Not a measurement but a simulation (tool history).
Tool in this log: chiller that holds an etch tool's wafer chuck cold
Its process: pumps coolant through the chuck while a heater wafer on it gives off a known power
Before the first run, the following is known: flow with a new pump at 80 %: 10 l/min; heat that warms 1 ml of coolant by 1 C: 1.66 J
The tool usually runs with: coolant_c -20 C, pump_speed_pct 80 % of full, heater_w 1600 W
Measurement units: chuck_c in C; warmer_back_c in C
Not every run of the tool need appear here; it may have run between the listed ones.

run,day,coolant_c,pump_speed_pct,heater_w,chuck_c,warmer_back_c
1,0.000,-20,80,1600,-6.2,5.82
2,1.904,-20,80,1600,-6.2,5.81
3,3.629,-20,66,1600,-3.7,7.07
4,5.492,-20,80,1600,-6.2,5.88
5,7.229,-20,80,1600,-6.1,5.85
6,8.471,-20,80,1365,-8.0,5.02
7,9.450,-20,80,1365,-8.0,5.02
8,11.004,-20,80,1365,-8.0,5.00
9,13.038,-20,80,1365,-7.9,5.02
10,14.267,-20,80,1600,-5.9,5.88
11,15.842,-20,80,1600,-6.0,5.93
12,17.517,-20,80,1600,-5.9,5.87
13,18.967,-20,80,1600,-5.9,5.85
14,19.975,-20,80,1600,-6.0,5.91
15,20.958,-20,80,1600,-5.8,5.87
16,22.871,-20,80,1123,-9.8,4.15
17,24.575,-20,80,1123,-9.8,4.15
18,25.588,-16,87,2399,3.7,8.12
19,27.508,-16,87,2399,3.8,8.16
20,29.021,-29,62,1159,-16.2,5.60
21,30.904,-29,62,1159,-16.4,5.61
22,31.758,-29,86,831,-21.5,2.85
23,33.450,-29,86,831,-21.6,2.89
24,35.425,-29,93,2109,-12.1,6.69
25,37.417,-14,87,2109,3.6,7.20
26,39.100,-12,62,1920,9.0,9.23
27,40.950,-12,98,1920,3.0,5.81
28,41.921,-12,66,1928,8.1,8.78
29,43.704,-18,91,912,-10.2,2.93
30,45.017,-18,91,912,-10.3,3.00
31,46.950,-26,98,1055,-17.3,3.18

5 options for the next run, each taken on its own from the tool as it stands now. Forecast them:
A,47.942,-20,93,1600,?,?
B,47.942,-29,71,1943,?,?
C,47.942,-24,80,995,?,?
D,47.942,-10,69,1249,?,?
E,47.942,-23,67,1085,?,?

run,chuck_c,warmer_back_c
A,-7.1,5.12
B,-9.6,8.20
C,-14.6,3.75
D,2.9,5.49
E,-11.4,4.89
Had the tool no hidden state, the same runs would have come out as:
run,chuck_c,warmer_back_c
A,-8.9,4.93
B,-11.8,7.90
C,-16.0,3.62
D,1.2,5.29
E,-13.0,4.71
